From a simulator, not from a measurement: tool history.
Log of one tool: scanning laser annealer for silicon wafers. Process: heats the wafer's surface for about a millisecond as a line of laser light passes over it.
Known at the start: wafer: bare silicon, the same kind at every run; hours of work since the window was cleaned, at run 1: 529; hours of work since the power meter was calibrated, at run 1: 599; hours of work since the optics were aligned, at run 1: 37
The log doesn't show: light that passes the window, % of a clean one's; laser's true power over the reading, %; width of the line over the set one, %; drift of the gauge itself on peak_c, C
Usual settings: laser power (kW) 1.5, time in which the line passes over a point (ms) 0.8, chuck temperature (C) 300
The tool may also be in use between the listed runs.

run	day	laser power (kW)	time in which the line passes over a point (ms)	chuck temperature (C)	hours of work since the window was cleaned	hours of work since the power meter was calibrated	hours of work since the optics were aligned	highest temperature of the surface (C)
1	0	1.5	0.8	300	529	599	37	1047
2	0.862	1.5	0.8	300	541	611	49	1046
3	1.717	1.5	0.8	300	554	623	62	1041
4	2.538	1.5	0.8	300	566	635	74	1041
# day 3.154: window over the wafer cleaned
5	3.821	1.418	0.8	300	10	653	91	1005
6	5.004	1.5	0.8	300	27	670	108	1057
# day 5.217: laser's power meter calibrated
7	5.971	1.5	0.8	300	39	11	120	1055
8	6.662	1.5	0.8	300	49	21	130	1059
9	7.246	1.5	0.8	300	58	29	139	1058
10	8.058	1.5	0.8	300	69	41	151	1055
11	9.229	1.534	0.755	331	86	58	168	1084
12	9.829	1.356	0.989	334	95	67	176	1069
13	10.921	1.45	0.76	291	111	83	192	993
14	11.754	1.313	0.882	316	123	95	204	978
# day 12.442: laser's power meter calibrated, once more
15	12.638	1.418	0.795	260	134	3	215	957
16	13.629	1.425	0.795	260	148	17	230	961
17	14.629	1.552	0.795	313	163	32	244	1097
18	15.667	1.552	0.795	313	178	47	259	1096

5 ways to go on from here, each from the tool as it stands after run 18. What would each give?
A	16.192	1.437	0.8	294	186	54	267	?
B	16.192	1.5	0.895	309	186	54	267	?
C	16.192	1.304	0.732	337	186	54	267	?
D	16.192	1.314	0.795	275	186	54	267	?
E	16.192	1.628	0.717	328	186	54	267	?

run	highest temperature of the surface (C)
A	1002
B	1101
C	928
D	900
E	1119
Without the tool's hidden state the same runs would have given:
run	highest temperature of the surface (C)
A	1018
B	1118
C	941
D	914
E	1136
